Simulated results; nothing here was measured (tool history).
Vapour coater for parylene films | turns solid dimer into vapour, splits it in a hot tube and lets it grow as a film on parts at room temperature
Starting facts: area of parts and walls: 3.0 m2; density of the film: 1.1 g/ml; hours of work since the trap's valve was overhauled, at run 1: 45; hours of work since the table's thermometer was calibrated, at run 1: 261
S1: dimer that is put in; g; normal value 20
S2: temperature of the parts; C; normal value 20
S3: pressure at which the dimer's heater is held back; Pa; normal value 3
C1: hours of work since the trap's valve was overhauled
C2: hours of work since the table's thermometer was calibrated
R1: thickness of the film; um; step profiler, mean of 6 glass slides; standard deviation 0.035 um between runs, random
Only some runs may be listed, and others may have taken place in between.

run   hour  S1  S2     S3   C1   C2    R1
  1      0  20  20      3   45  261  3.78
  2   14.8  20  20   6.56   55  271  3.61
  3   26.4  20  20   6.56   62  278  3.59
  4   38.5  20  20   6.56   70  286  3.54
  5   51.4  20  20   6.56   79  295  3.51
  6   61.3  20  20   6.56   85  301  3.52
  7   71.5  20  20   6.56   92  308   3.5
  8   79.2  20  20   6.56   97  313  3.46
  9   86.6  20  20   6.56  102  318  3.45
 10  100.3  20  20   6.56  111  327  3.47
 11    107  20  17      3  116  331  3.99
 12  119.1  20  17      3  124  339  3.96
 13  125.9  20  17      3  128  344   3.9
     127.8  -- table's thermometer calibrated
 14  140.4  20  29   3.28  137    8  2.66
 15  152.7  20  29   3.28  145   16  2.59
 16  164.5  30  22   2.05  153   24  5.06
 17  174.8  30  22   4.51  160   31  4.81
 18  181.1  30  14   4.51  164   35  6.22
 19  189.1  30  14   4.51  169   40  6.12
 20  197.3  16  22   7.47  174   46  2.43
     202.5  -- table's thermometer calibrated, once more
 21  213.5  16  22   7.47  184    7  2.44
 22  221.4  16  22   7.47  190   12  2.45
 23  228.3  20  12      3  194   17  4.53
 24  238.9  10  17  10.32  201   24  1.76
 25  249.7  29  20      7  208   31  4.79

Here are 5 independent what-if runs from the current tool condition. What would each one return?
  A  262.8   9  20  9.91  217  40   ?
  B  262.8  12  14     7  217  40   ?
  C  262.8  20  20   3.6  217  40   ?
  D  262.8  20  20  9.69  217  40   ?
  E  262.8   9  28     7  217  40   ?

run    R1
  A   1.4
  B  2.36
  C  3.37
  D   3.2
  E  1.15
Stripped of hidden state, with their random variation kept, the same runs would have yielded:
run    R1
  A   1.6
  B  2.69
  C  3.85
  D  3.65
  E  1.31

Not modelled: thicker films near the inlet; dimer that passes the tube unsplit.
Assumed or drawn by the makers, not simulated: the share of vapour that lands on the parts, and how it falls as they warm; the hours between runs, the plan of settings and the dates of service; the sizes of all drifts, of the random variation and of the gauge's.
